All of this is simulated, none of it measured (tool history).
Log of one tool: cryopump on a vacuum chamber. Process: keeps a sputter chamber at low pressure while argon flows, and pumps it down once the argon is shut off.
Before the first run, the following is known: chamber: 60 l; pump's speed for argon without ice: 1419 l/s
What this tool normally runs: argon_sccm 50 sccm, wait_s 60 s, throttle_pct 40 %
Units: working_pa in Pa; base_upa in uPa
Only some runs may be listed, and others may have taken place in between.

run,hour,argon_sccm,wait_s,throttle_pct,working_pa,base_upa
1,0,50,60,40,0.1554,1.33
2,49.3,50,60,40,0.1561,1.37
3,117.6,29,60,40,0.0919,1.29
4,165.3,50,60,20,0.3052,1.37
5,203,50,60,40,0.1606,1.39
6,269.6,50,60,26,0.2416,1.41
7,320.5,50,60,26,0.2455,1.43
8,365.5,50,60,26,0.2458,1.5
9,400.4,50,60,40,0.1664,1.51
# hour 438.9: pump warmed up, emptied and cooled again
10,450.6,24,60,40,0.0725,1.32
11,498.2,24,130,40,0.0723,0.87
12,545.7,24,130,40,0.073,0.88
13,603.2,71,60,40,0.2189,1.43
14,679.4,50,60,40,0.1568,1.49
15,761.6,50,60,40,0.1586,1.52
16,799.5,50,60,40,0.1588,1.58
17,858.5,50,60,40,0.1615,1.55
18,905.5,32,65,16,0.2471,1.54
19,954.7,32,65,16,0.248,1.57
20,997.6,32,65,16,0.2485,1.61
# hour 1042: leaking fittings of the chamber tightened, without venting
21,1044,47,65,16,0.3676,1.12
# hour 1077.1: pump warmed up, emptied and cooled again
22,1090.4,47,65,16,0.3515,1.09
23,1141.7,47,65,16,0.3546,1.09
24,1197.8,23,97,17,0.1646,0.82
25,1236.4,50,48,30,0.2046,1.45
26,1320.2,30,48,30,0.1247,1.44
27,1401.6,74,48,30,0.3093,1.51
28,1444,74,48,30,0.3134,1.46
29,1519,42,87,22,0.2404,1.02
30,1563,42,87,22,0.2421,1.06
31,1622.9,50,126,19,0.3326,0.87
32,1684.4,50,126,19,0.3354,0.92
# hour 1712.2: pump warmed up, emptied and cooled again
33,1732.7,78,62,22,0.4283,1.23

Selected run-to-run steps in working_pa, each split into two signed amounts: the part the tool would show with no hidden state at all (from settings, incoming material and random variation), and the remainder, which goes to the hidden state together with any gauge scatter not common to the measured and the hidden-state-free results:
The tool's hidden condition here consists of: pump's speed, % of a pump's without ice; cold plate's temperature, K; leak into the chamber, uPa l/s; drift of the gauge itself on working_pa, %; drift of the gauge itself on base_upa, %.
Run 3 -> 4: argon_sccm 29 -> 50, throttle_pct 40 -> 20. working_pa +0.2133 Pa: hidden state +0.005, all else +0.2083.
Run 9 -> 10: argon_sccm 50 -> 24, pump warmed up, emptied and cooled again. working_pa -0.0939 Pa: hidden state -0.0171, all else -0.0768.
Run 21 -> 22: pump warmed up, emptied and cooled again. working_pa -0.0161 Pa: hidden state -0.0145, all else -0.0016.
Run 23 -> 24: argon_sccm 47 -> 23, wait_s 65 -> 97, throttle_pct 16 -> 17. working_pa -0.19 Pa: hidden state -0.0013, all else -0.1887.
Run 26 -> 27: argon_sccm 30 -> 74. working_pa +0.1846 Pa: hidden state +0.0112, all else +0.1734.
Run 32 -> 33: argon_sccm 50 -> 78, wait_s 126 -> 62, throttle_pct 19 -> 22, pump warmed up, emptied and cooled again. working_pa +0.0929 Pa: hidden state -0.0161, all else +0.109.
